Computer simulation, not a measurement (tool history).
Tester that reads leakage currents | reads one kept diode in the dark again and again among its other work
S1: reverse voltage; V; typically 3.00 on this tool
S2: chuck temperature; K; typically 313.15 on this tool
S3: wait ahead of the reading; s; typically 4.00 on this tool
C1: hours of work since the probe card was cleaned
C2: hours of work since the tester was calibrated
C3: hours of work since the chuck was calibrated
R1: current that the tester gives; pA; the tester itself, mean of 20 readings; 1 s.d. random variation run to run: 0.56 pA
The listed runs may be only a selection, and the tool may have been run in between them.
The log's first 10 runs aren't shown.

{"run": 11, "day": 35.629, "S1": 14.87, "S2": 313.15, "S3": 4.0, "C1": 1135, "C2": 1536, "C3": 1937, "R1": 381.77}
{"day": 36.067, "done": "tester calibrated"}
{"day": 38.721, "done": "probe card cleaned and baked"}
{"run": 12, "day": 39.708, "S1": 3.0, "S2": 313.15, "S3": 4.0, "C1": 19, "C2": 67, "C3": 2011, "R1": 209.55}
{"run": 13, "day": 42.788, "S1": 3.0, "S2": 313.15, "S3": 4.0, "C1": 77, "C2": 125, "C3": 2069, "R1": 210.37}
{"day": 44.562, "done": "chuck's temperature calibrated"}
{"day": 45.429, "done": "tester calibrated, once more"}
{"run": 14, "day": 47.538, "S1": 3.0, "S2": 313.15, "S3": 4.0, "C1": 165, "C2": 40, "C3": 55, "R1": 191.93}
{"run": 15, "day": 50.171, "S1": 3.0, "S2": 313.15, "S3": 4.0, "C1": 215, "C2": 90, "C3": 105, "R1": 192.12}
{"run": 16, "day": 54.121, "S1": 3.0, "S2": 313.15, "S3": 4.0, "C1": 290, "C2": 165, "C3": 180, "R1": 193.82}
{"run": 17, "day": 57.671, "S1": 3.0, "S2": 313.15, "S3": 5.64, "C1": 357, "C2": 233, "C3": 248, "R1": 193.79}
{"run": 18, "day": 61.854, "S1": 5.0, "S2": 314.15, "S3": 0.39, "C1": 437, "C2": 312, "C3": 327, "R1": 253.14}
{"run": 19, "day": 64.346, "S1": 5.0, "S2": 314.15, "S3": 0.39, "C1": 484, "C2": 360, "C3": 375, "R1": 254.25}
{"run": 20, "day": 68.462, "S1": 6.12, "S2": 303.15, "S3": 0.4, "C1": 562, "C2": 438, "C3": 453, "R1": 113.91}
{"run": 21, "day": 72.738, "S1": 2.98, "S2": 320.15, "S3": 4.0, "C1": 644, "C2": 519, "C3": 534, "R1": 345.86}
{"run": 22, "day": 76.825, "S1": 5.35, "S2": 326.15, "S3": 4.0, "C1": 721, "C2": 597, "C3": 612, "R1": 670.32}
{"run": 23, "day": 81.042, "S1": 3.18, "S2": 310.15, "S3": 4.0, "C1": 802, "C2": 677, "C3": 692, "R1": 160.87}
{"run": 24, "day": 84.788, "S1": 12.11, "S2": 300.15, "S3": 1.4, "C1": 873, "C2": 748, "C3": 763, "R1": 125.2}
{"run": 25, "day": 87.625, "S1": 12.11, "S2": 300.15, "S3": 1.4, "C1": 927, "C2": 802, "C3": 817, "R1": 126.41}
{"run": 26, "day": 90.55, "S1": 12.11, "S2": 300.15, "S3": 1.4, "C1": 982, "C2": 858, "C3": 873, "R1": 128.51}
{"run": 27, "day": 92.575, "S1": 16.46, "S2": 316.15, "S3": 1.33, "C1": 1021, "C2": 897, "C3": 911, "R1": 474.98}
{"run": 28, "day": 96.246, "S1": 3.0, "S2": 296.15, "S3": 0.99, "C1": 1091, "C2": 966, "C3": 981, "R1": 52.74}
{"run": 29, "day": 101.088, "S1": 3.0, "S2": 303.15, "S3": 1.47, "C1": 1183, "C2": 1058, "C3": 1073, "R1": 93.75}
{"day": 101.583, "done": "probe card cleaned and baked"}
{"run": 30, "day": 106.138, "S1": 3.0, "S2": 299.15, "S3": 3.45, "C1": 87, "C2": 1152, "C3": 1167, "R1": 60.18}
{"run": 31, "day": 110.346, "S1": 3.2, "S2": 316.15, "S3": 0.55, "C1": 167, "C2": 1232, "C3": 1247, "R1": 265.18}
{"run": 32, "day": 113.133, "S1": 3.2, "S2": 316.15, "S3": 0.55, "C1": 220, "C2": 1285, "C3": 1300, "R1": 266.26}
{"run": 33, "day": 115.458, "S1": 2.82, "S2": 303.15, "S3": 0.36, "C1": 264, "C2": 1329, "C3": 1344, "R1": 88.23}
{"run": 34, "day": 118.654, "S1": 2.82, "S2": 303.15, "S3": 0.36, "C1": 325, "C2": 1390, "C3": 1405, "R1": 88.34}

What if the next run were any one of these 4? Each begins from the tool's condition after run 34:
{"run": "A", "day": 123.238, "S1": 3.0, "S2": 308.15, "S3": 9.34, "C1": 412, "C2": 1477, "C3": 1492, "R1": "?"}
{"run": "B", "day": 123.238, "S1": 7.76, "S2": 303.15, "S3": 0.36, "C1": 412, "C2": 1477, "C3": 1492, "R1": "?"}
{"run": "C", "day": 123.238, "S1": 4.41, "S2": 297.15, "S3": 5.58, "C1": 412, "C2": 1477, "C3": 1492, "R1": "?"}
{"run": "D", "day": 123.238, "S1": 8.17, "S2": 323.15, "S3": 8.69, "C1": 412, "C2": 1477, "C3": 1492, "R1": "?"}

run=A R1=137.59
run=B R1=128.40
run=C R1=61.60
run=D R1=638.52
With the hidden condition removed and each run's random variation left untouched, the same runs would have given:
run=A R1=123.05
run=B R1=110.98
run=C R1=52.30
run=D R1=580.47

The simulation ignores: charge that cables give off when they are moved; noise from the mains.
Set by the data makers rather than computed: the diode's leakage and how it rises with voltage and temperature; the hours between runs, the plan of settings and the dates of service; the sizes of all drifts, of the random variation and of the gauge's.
